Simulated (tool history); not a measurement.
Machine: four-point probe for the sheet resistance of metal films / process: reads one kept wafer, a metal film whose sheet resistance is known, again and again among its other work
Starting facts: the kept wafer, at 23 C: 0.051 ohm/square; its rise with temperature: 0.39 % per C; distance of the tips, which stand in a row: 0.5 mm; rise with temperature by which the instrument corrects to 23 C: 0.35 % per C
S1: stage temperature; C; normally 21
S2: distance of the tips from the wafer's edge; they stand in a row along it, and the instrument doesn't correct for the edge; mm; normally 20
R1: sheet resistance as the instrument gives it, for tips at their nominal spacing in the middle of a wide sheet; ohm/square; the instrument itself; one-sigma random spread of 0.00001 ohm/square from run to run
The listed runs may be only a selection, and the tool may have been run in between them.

run 1 hour=0 | S1=21 S2=20 | R1=0.050867
run 2 hour=23.4 | S1=21 S2=20 | R1=0.050867
run 3 hour=50 | S1=21 S2=20 | R1=0.05087
run 4 hour=86.4 | S1=21 S2=20 | R1=0.050859
run 5 hour=110.9 | S1=21 S2=20 | R1=0.050854
run 6 hour=135.8 | S1=21 S2=20 | R1=0.05085
run 7 hour=165 | S1=21 S2=20 | R1=0.050837
run 8 hour=182.1 | S1=21 S2=20 | R1=0.050831
run 9 hour=213.7 | S1=21 S2=20 | R1=0.050833
run 10 hour=250.2 | S1=21 S2=20 | R1=0.050829
run 11 hour=282.9 | S1=21 S2=20 | R1=0.050829
run 12 hour=307.9 | S1=21 S2=20 | R1=0.050828
run 13 hour=329.1 | S1=19 S2=16 | R1=0.050805
run 14 hour=349 | S1=31 S2=11 | R1=0.051016
run 15 hour=384.3 | S1=31 S2=11 | R1=0.051002
run 16 hour=406.2 | S1=27 S2=16 | R1=0.050912
run 17 hour=432 | S1=30 S2=16 | R1=0.050945
run 18 hour=455.8 | S1=30 S2=16 | R1=0.050951
run 19 hour=473.4 | S1=34 S2=65 | R1=0.050973
run 20 hour=509.2 | S1=18 S2=16 | R1=0.050736

Below are 3 alternative next runs, each starting from the tool's condition after run 20. Predict each:
run A hour=531 | S1=25 S2=36 | R1=?
run B hour=531 | S1=24 S2=4 | R1=?
run C hour=531 | S1=21 S2=13 | R1=?

run=A R1=0.050826
run=B R1=0.051257
run=C R1=0.050831
Without the tool's unlogged condition, the same runs would have read:
run=A R1=0.05102
run=B R1=0.051453
run=C R1=0.051026

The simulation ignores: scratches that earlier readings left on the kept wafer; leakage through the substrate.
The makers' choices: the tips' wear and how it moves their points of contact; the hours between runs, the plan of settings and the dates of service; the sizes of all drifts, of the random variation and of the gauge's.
